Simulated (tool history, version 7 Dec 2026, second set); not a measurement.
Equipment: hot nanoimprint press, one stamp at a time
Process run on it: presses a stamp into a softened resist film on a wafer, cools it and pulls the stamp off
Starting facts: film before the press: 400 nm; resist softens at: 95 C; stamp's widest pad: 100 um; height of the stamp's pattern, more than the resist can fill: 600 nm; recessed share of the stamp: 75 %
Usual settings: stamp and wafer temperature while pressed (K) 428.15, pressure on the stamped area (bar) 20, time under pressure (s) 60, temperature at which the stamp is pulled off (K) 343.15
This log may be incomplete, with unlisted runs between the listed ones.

run,hour,stamp and wafer temperature while pressed (K),pressure on the stamped area (bar),time under pressure (s),temperature at which the stamp is pulled off (K),resist left under the stamp's widest pad (Å),greatest force while the stamp is pulled off (N)
1,0,428.15,20,60,343.15,1569,154
2,32.8,428.15,20,60,337.15,1574,171
# hour 47.5: plate thermocouple calibrated
3,58,428.15,20,60,343.15,1543,158
4,98.7,428.15,20,60,343.15,1556,162
5,118.2,439.15,20,60,343.15,1009,161
6,139.5,428.15,21.3,60,343.15,1504,171
7,179.2,428.15,20,60,343.15,1558,171
8,208.7,428.15,20,60,343.15,1558,181
9,237.2,428.15,20,60,343.15,1566,190
10,268.5,428.15,20,60,343.15,1562,182
11,306.1,428.15,20,60,343.15,1565,196
12,344.1,428.15,20,60,343.15,1573,204
13,372,428.15,20,60,333.15,1578,251
14,405.1,428.15,20,60,333.15,1581,251
# hour 410.6: plate thermocouple calibrated
15,436.5,428.15,20,60,343.15,1562,212
16,457.4,438.15,27.8,49,334.15,947,257
# hour 470.5: press's hydraulic seals changed and the load cell set to zero
17,501.6,426.15,20,114,343.15,1343,226
18,522,435.15,13.5,41,340.15,1691,244
# hour 539.7: stamp cleaned and given a new release coat
19,555.5,428.15,12.8,31,330.15,2420,189
20,577.6,428.15,12.8,31,330.15,2430,191
21,619.3,428.15,12.8,31,330.15,2425,198
22,648.2,432.15,12.4,31,330.15,2161,209
23,682.9,435.15,12.4,36,330.15,1857,211
24,715.9,435.15,12.4,43,348.15,1748,161
25,740.1,428.15,20,51,343.15,1665,182
26,774.9,428.15,20,51,343.15,1674,187
# hour 788.3: plate thermocouple calibrated
27,801.5,428.15,17.8,105,343.15,1352,196
28,826.2,418.15,19,33,350.15,2783,162
29,868.2,418.15,13.8,92,345.15,2437,193
30,896.7,428.15,17.4,60,347.15,1678,189

Branching from run 30: 3 alternative next runs. What would each branch give?
A,917.2,428.15,19.5,60,334.15,?,?
B,917.2,440.15,29.3,60,337.15,?,?
C,917.2,428.15,17.4,71,335.15,?,?

run,resist left under the stamp's widest pad (Å),greatest force while the stamp is pulled off (N)
A,1576,247
B,775,216
C,1579,236
Without the tool's hidden state the same runs would have given:
run,resist left under the stamp's widest pad (Å),greatest force while the stamp is pulled off (N)
A,1567,177
B,768,155
C,1571,169
